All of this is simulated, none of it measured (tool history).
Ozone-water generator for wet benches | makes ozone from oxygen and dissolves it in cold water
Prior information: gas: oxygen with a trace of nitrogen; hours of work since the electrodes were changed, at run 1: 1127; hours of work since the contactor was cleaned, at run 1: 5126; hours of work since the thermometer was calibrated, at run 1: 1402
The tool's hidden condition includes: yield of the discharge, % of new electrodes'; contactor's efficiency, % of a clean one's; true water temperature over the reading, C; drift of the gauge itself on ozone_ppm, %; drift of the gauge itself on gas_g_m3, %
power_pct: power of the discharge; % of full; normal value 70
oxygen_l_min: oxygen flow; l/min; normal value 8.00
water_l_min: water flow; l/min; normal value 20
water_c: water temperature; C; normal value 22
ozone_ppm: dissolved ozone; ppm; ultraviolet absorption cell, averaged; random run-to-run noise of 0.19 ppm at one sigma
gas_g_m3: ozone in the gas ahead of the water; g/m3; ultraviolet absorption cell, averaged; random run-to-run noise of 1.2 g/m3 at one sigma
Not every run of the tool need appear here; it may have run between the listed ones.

run   hour  power_pct  oxygen_l_min  water_l_min  water_c  hours of work since the electrodes were changed  hours of work since the contactor was cleaned  hours of work since the thermometer was calibrated  ozone_ppm  gas_g_m3
  1    0.0         70          8.00           20       22                                             1127                                           5126                                                1402       25.0     216.2
  2   26.4         70          8.00           20       22                                             1144                                           5143                                                1419       24.9     217.7
  3   67.0         70         13.56           20       22                                             1170                                           5169                                                1445       21.8     157.9
  4  101.8         70         13.56           20       22                                             1192                                           5192                                                1467       21.9     158.5
  5  142.1         70         13.56           20       22                                             1218                                           5217                                                1493       21.8     160.0
  6  176.3         70         13.56           20       28                                             1240                                           5239                                                1515       18.7     158.6
  7  198.1         70         13.56           20       28                                             1254                                           5253                                                1529       18.7     158.4
  8  224.2         45          8.00           20       28                                             1270                                           5270                                                1546       16.1     159.5
  9  261.3         70          8.57           20       19                                             1294                                           5294                                                1570       25.3     206.7
 10  310.5         56          5.44           20       26                                             1326                                           5325                                                1601       20.7     232.0
 11  348.1         56          5.44           20       26                                             1350                                           5349                                                1625       20.6     231.9
 12  380.4         56          5.44           20       23                                             1370                                           5370                                                1646       21.9     232.5
 13  410.0         56          5.44           20       23                                             1389                                           5389                                                1665       21.8     232.9

What would each run have given without the hidden state, its run-to-run variation left as it was?
run  ozone_ppm  gas_g_m3
  1       27.2     223.6
  2       27.1     225.2
  3       23.8     163.5
  4       23.9     164.2
  5       23.8     165.9
  6       20.5     164.6
  7       20.5     164.4
  8       17.4     163.7
  9       27.8     214.9
 10       22.6     239.9
 11       22.5     239.9
 12       24.0     240.7
 13       23.8     241.2
